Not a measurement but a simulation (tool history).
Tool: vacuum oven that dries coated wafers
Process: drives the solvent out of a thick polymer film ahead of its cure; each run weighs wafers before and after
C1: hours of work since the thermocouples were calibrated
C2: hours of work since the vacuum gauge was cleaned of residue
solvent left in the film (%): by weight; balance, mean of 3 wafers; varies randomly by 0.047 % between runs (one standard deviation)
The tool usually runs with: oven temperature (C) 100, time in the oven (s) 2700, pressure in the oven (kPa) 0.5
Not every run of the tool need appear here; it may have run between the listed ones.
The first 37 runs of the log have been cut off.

run 38 hour=1300.7 | oven_temperature_(C)=101 time_in_the_oven_(s)=3600 pressure_in_the_oven_(kPa)=0.5 | C1=201 C2=18 | solvent_left_in_the_film_(%)=0.94
run 39 hour=1343.5 | oven_temperature_(C)=101 time_in_the_oven_(s)=3600 pressure_in_the_oven_(kPa)=0.49 | C1=219 C2=36 | solvent_left_in_the_film_(%)=0.89
run 40 hour=1375 | oven_temperature_(C)=110 time_in_the_oven_(s)=1440 pressure_in_the_oven_(kPa)=0.548 | C1=233 C2=49 | solvent_left_in_the_film_(%)=2.44
run 41 hour=1423.8 | oven_temperature_(C)=103 time_in_the_oven_(s)=3420 pressure_in_the_oven_(kPa)=1.056 | C1=253 C2=70 | solvent_left_in_the_film_(%)=1.11
run 42 hour=1462.9 | oven_temperature_(C)=103 time_in_the_oven_(s)=3420 pressure_in_the_oven_(kPa)=1.056 | C1=270 C2=86 | solvent_left_in_the_film_(%)=1.16
run 43 hour=1490.1 | oven_temperature_(C)=100 time_in_the_oven_(s)=4740 pressure_in_the_oven_(kPa)=1.127 | C1=281 C2=98 | solvent_left_in_the_film_(%)=0.88
run 44 hour=1520.9 | oven_temperature_(C)=85 time_in_the_oven_(s)=1800 pressure_in_the_oven_(kPa)=1.648 | C1=294 C2=111 | solvent_left_in_the_film_(%)=6.29
run 45 hour=1545.5 | oven_temperature_(C)=85 time_in_the_oven_(s)=1800 pressure_in_the_oven_(kPa)=1.648 | C1=305 C2=121 | solvent_left_in_the_film_(%)=6.29
run 46 hour=1592.8 | oven_temperature_(C)=99 time_in_the_oven_(s)=3060 pressure_in_the_oven_(kPa)=1.315 | C1=325 C2=141 | solvent_left_in_the_film_(%)=2.01

Consider 3 possible next runs. They are alternatives, not a sequence: every one starts from the tool as it was left by run 46. What does each give?
run A hour=1620 | oven_temperature_(C)=91 time_in_the_oven_(s)=3060 pressure_in_the_oven_(kPa)=1.315 | C1=336 C2=153 | solvent_left_in_the_film_(%)=?
run B hour=1620 | oven_temperature_(C)=100 time_in_the_oven_(s)=3120 pressure_in_the_oven_(kPa)=1.343 | C1=336 C2=153 | solvent_left_in_the_film_(%)=?
run C hour=1620 | oven_temperature_(C)=98 time_in_the_oven_(s)=2700 pressure_in_the_oven_(kPa)=0.5 | C1=336 C2=153 | solvent_left_in_the_film_(%)=?

run=A solvent_left_in_the_film_(%)=3.14
run=B solvent_left_in_the_film_(%)=1.82
run=C solvent_left_in_the_film_(%)=2.05
What these runs would have given with no unlogged condition in the tool:
run=A solvent_left_in_the_film_(%)=3.01
run=B solvent_left_in_the_film_(%)=1.72
run=C solvent_left_in_the_film_(%)=1.94

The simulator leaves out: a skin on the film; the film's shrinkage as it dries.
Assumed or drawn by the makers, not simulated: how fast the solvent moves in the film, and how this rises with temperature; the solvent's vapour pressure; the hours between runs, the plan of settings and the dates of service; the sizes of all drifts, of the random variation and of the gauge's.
